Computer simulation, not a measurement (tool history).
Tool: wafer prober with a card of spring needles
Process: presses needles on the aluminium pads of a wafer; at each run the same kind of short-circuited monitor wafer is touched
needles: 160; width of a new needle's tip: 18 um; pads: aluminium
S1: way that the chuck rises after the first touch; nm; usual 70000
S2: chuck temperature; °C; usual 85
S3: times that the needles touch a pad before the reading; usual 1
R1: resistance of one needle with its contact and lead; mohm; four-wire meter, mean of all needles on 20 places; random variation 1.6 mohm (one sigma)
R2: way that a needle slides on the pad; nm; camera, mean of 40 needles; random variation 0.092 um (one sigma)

Run 1, hour 0: usual settings. Result: R1 165 mohm, R2 10890 nm.
At hour 5.4: tips cleaned on abrasive film.
Run 2, hour 8.7: usual settings. Result: R1 203 mohm, R2 10740 nm.
At hour 10.4: tips cleaned on abrasive film.
At hour 15.7: tips cleaned on abrasive film.
Run 3, hour 16.7: usual settings. Result: R1 171 mohm, R2 10690 nm.
At hour 19.8: tips cleaned on abrasive film, once more.
Run 4, hour 21.2: usual settings. Result: R1 168 mohm, R2 10790 nm.
At hour 25: tips cleaned on abrasive film.
Run 5, hour 28.8: usual settings. Result: R1 183 mohm, R2 10790 nm.
At hour 30.6: tips cleaned on abrasive film.
At hour 35.9: tips cleaned on abrasive film.
Run 6, hour 39.2: usual settings but S2 72 °C. Result: R1 182 mohm, R2 10630 nm.
At hour 41.3: tips cleaned on abrasive film.
At hour 46: tips cleaned on abrasive film.
Run 7, hour 48.7: usual settings but S2 72 °C. Result: R1 176 mohm, R2 10560 nm.
At hour 51: tips cleaned on abrasive film.
At hour 56.2: tips cleaned on abrasive film.
Run 8, hour 58.7: usual settings but S1 73000 nm, S2 26 °C. Result: R1 163 mohm, R2 10970 nm.
At hour 61.2: tips cleaned on abrasive film.
At hour 66.2: tips cleaned on abrasive film.
Run 9, hour 67.6: usual settings but S1 73000 nm, S2 26 °C. Result: R1 158 mohm, R2 11010 nm.
At hour 71.6: tips cleaned on abrasive film.
At hour 76.5: tips cleaned on abrasive film.
Run 10, hour 76.8: usual settings but S1 63000 nm, S2 32 °C. Result: R1 160 mohm, R2 9350 nm.
At hour 81.3: tips cleaned on abrasive film.
At hour 86.3: tips cleaned on abrasive film.
Run 11, hour 86.9: usual settings but S1 89000 nm, S2 29 °C, S3 2. Result: R1 152 mohm, R2 13450 nm.
At hour 91.8: tips cleaned on abrasive film.
Run 12, hour 92.1: usual settings but S1 89000 nm, S2 29 °C, S3 2. Result: R1 149 mohm, R2 13410 nm.
At hour 96.6: tips cleaned on abrasive film.
Run 13, hour 98.8: usual settings but S1 76000 nm, S2 82 °C. Result: R1 169 mohm, R2 11270 nm.

Measured less the same run without the tool's hidden state. The same run-to-run variation is in both; the gauge's scatter may not be:
The hidden state here: debris on the tips, nm; way that the needles fall short of the set height, um; tips' diameter, um; drift of the gauge itself on contact_mohm, %; drift of the gauge itself on scrub_um, %.
run   R1    R2
  1   +2  -140
  2  +43  -220
  3   +9  -260
  4   +8  -280
  5  +20  -290
  6  +20  -320
  7  +16  -360
  8  +16  -400
  9  +10  -440
 10   +6  -460
 11   +3  -500
 12   +3  -500
 13  +14  -520
